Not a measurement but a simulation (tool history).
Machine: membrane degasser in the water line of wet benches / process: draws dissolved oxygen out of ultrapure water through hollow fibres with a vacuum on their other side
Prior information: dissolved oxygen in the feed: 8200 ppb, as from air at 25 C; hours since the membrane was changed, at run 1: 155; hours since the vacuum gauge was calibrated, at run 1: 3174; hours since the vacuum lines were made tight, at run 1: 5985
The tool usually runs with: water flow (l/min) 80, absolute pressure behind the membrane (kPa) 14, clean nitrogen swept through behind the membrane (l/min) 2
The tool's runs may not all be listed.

| run | hour | water flow (l/min) | absolute pressure behind the membrane (kPa) | clean nitrogen swept through behind the membrane (l/min) | hours since the membrane was changed | hours since the vacuum gauge was calibrated | hours since the vacuum lines were made tight | dissolved oxygen in the water behind the degasser (ppb) | pressure that the water loses in the fibres (kPa) |
|---|---|---|---|---|---|---|---|---|---|
| 1 | 0 | 80 | 14 | 2 | 155 | 3174 | 5985 | 865.8 | 68.03 |
| 2 | 60.6 | 106 | 14 | 2 | 216 | 3235 | 6046 | 1145.2 | 89.91 |
| 3 | 138.3 | 106 | 14 | 2 | 293 | 3313 | 6124 | 1152.7 | 89.89 |
| 4 | 199 | 106 | 14 | 2 | 354 | 3373 | 6184 | 1149.1 | 90.26 |
| 5 | 276.2 | 106 | 14 | 2 | 431 | 3451 | 6262 | 1149.4 | 90.57 |
| 6 | 352.2 | 106 | 9.1 | 2 | 507 | 3527 | 6338 | 745.6 | 90.15 |
| 7 | 425.7 | 80 | 14 | 2 | 581 | 3600 | 6411 | 863.4 | 68.92 |
| 8 | 457.5 | 80 | 14.8 | 2 | 613 | 3632 | 6443 | 921.6 | 68.79 |
| 9 | 535.5 | 80 | 14.8 | 2 | 691 | 3710 | 6521 | 923 | 67.83 |
| 10 | 612.9 | 80 | 14.8 | 2 | 768 | 3787 | 6598 | 922.1 | 68.2 |
| 11 | 685.3 | 80 | 14.8 | 2 | 840 | 3860 | 6671 | 920.3 | 68.06 |
| 12 | 748 | 102 | 14.8 | 2 | 903 | 3922 | 6733 | 1173.7 | 87.46 |
| 13 | 781.2 | 102 | 14.8 | 2 | 936 | 3956 | 6767 | 1170.3 | 86.75 |
| 14 | 853.2 | 102 | 11.6 | 0.91 | 1008 | 4028 | 6839 | 1400.5 | 87.33 |
| 15 | 918.4 | 80 | 11.6 | 1.45 | 1074 | 4093 | 6904 | 872.4 | 68.17 |
| 16 | 996.2 | 63 | 15.7 | 5.91 | 1151 | 4171 | 6982 | 336.2 | 53.63 |
|  | 1015.9 | vacuum gauge calibrated |
| 17 | 1033.9 | 63 | 15.7 | 5.91 | 1189 | 18 | 7019 | 337.5 | 53.56 |
| 18 | 1070.6 | 63 | 15.7 | 5.91 | 1225 | 55 | 7056 | 334.9 | 53.72 |
|  | 1101.4 | seals of the vacuum lines changed |
| 19 | 1123.1 | 63 | 15.7 | 5.91 | 1276 | 105 | 22 | 335 | 54.3 |
| 20 | 1176.3 | 108 | 14 | 5.96 | 1329 | 158 | 75 | 626.9 | 92.91 |
|  | 1218.5 | vacuum gauge calibrated, once more |
| 21 | 1251 | 80 | 14 | 1.15 | 1403 | 32 | 149 | 1234.1 | 68.71 |
| 22 | 1292.9 | 80 | 14 | 1.15 | 1445 | 74 | 191 | 1239.4 | 68.91 |
| 23 | 1355.5 | 51 | 9.7 | 1.56 | 1508 | 137 | 254 | 434.3 | 43.65 |
| 24 | 1413.2 | 54 | 18.1 | 5.37 | 1565 | 195 | 311 | 355.5 | 46.36 |
| 25 | 1462.5 | 54 | 18.1 | 5.37 | 1615 | 244 | 361 | 355 | 46.11 |

How would selected steps in dissolved oxygen in the water behind the degasser (ppb) from run to run divide? Give the signed amount a tool lacking its hidden state would still show from settings, what came in and random variation, and the signed amount left for the hidden state, including any gauge scatter that is not in both of the compared results.
Hidden state at play: membrane still open, %; true pressure behind the membrane over the reading, kPa; air that leaks in behind the membrane, l/min; drift of the gauge itself on oxygen_ppb, %; drift of the gauge itself on loss_of_pressure_kpa, %.
Run 19 -> 20: water flow (l/min) 63 -> 108, absolute pressure behind the membrane (kPa) 15.7 -> 14, clean nitrogen swept through behind the membrane (l/min) 5.91 -> 5.96. dissolved oxygen in the water behind the degasser (ppb) +291.9: hidden state +5.6, all else +286.3.
Run 20 -> 21: water flow (l/min) 108 -> 80, clean nitrogen swept through behind the membrane (l/min) 5.96 -> 1.15, vacuum gauge calibrated, once more. dissolved oxygen in the water behind the degasser (ppb) +607.2: hidden state -5.5, all else +612.7.
Run 22 -> 23: water flow (l/min) 80 -> 51, absolute pressure behind the membrane (kPa) 14 -> 9.7, clean nitrogen swept through behind the membrane (l/min) 1.15 -> 1.56. dissolved oxygen in the water behind the degasser (ppb) -805.1: hidden state -2.3, all else -802.8.
